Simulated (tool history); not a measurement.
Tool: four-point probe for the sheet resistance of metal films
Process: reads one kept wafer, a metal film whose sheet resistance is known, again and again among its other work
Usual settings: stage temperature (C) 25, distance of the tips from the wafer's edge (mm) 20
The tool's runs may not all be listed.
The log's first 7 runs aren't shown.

run   hour  stage temperature (C)  distance of the tips from the wafer's edge (mm)  sheet resistance as the instrument gives it (ohm/square)
  8  177.6                     25                                               20                                                 24.517657
  9  200.7                     27                                               20                                                 24.540354
 10  222.2                     25                                               20                                                 24.526315
 11  250.5                     25                                               20                                                 24.512234
 12  280.1                     25                                                8                                                 24.797147
 13  293.5                     25                                               20                                                 24.507677
 14  307.5                     19                                               20                                                 24.454601
 15    331                     19                                               20                                                 24.450091
 16  345.8                     19                                               20                                                 24.444877
 17  371.7                     29                                               20                                                 24.543137
 18  389.6                     29                                               20                                                 24.543737
     392.7  -- stage's thermometer calibrated
 19  411.4                     19                                                7                                                 24.814967
 20  437.6                     23                                                7                                                 24.857012
 21  459.5                     24                                                5                                                 25.258772
 22  482.7                     24                                                5                                                 25.263604
 23  512.2                     29                                               14                                                 24.591134
 24  543.8                     26                                               44                                                 24.466786
 25  562.5                     30                                                9                                                  24.74591
     578.2  -- stage's thermometer calibrated, once more
 26  582.6                     30                                                5                                                 25.275217
 27  613.3                     25                                               17                                                 24.472479
 28  627.3                     25                                               17                                                 24.467013
 29  650.2                     26                                                4                                                 25.649519
 30  681.1                     25                                               10                                                 24.606985
 31  713.2                     25                                               10                                                 24.604821
 32    739                     26                                               47                                                 24.401675

5 ways to go on from here, each from the tool as it stands after run 32. What would each give?
  A   753                     35                                                7                                                         ?
  B   753                     18                                               68                                                         ?
  C   753                     27                                               31                                                         ?
  D   753                     30                                               47                                                         ?
  E   753                     32                                                8                                                         ?

run  sheet resistance as the instrument gives it (ohm/square)
  A                                                 24.914022
  B                                                 24.315195
  C                                                  24.42608
  D                                                 24.451131
  E                                                 24.786454
Without the tool's hidden state the same runs would have given:
run  sheet resistance as the instrument gives it (ohm/square)
  A                                                 25.095073
  B                                                   24.4919
  C                                                 24.603711
  D                                                 24.628993
  E                                                 24.966597
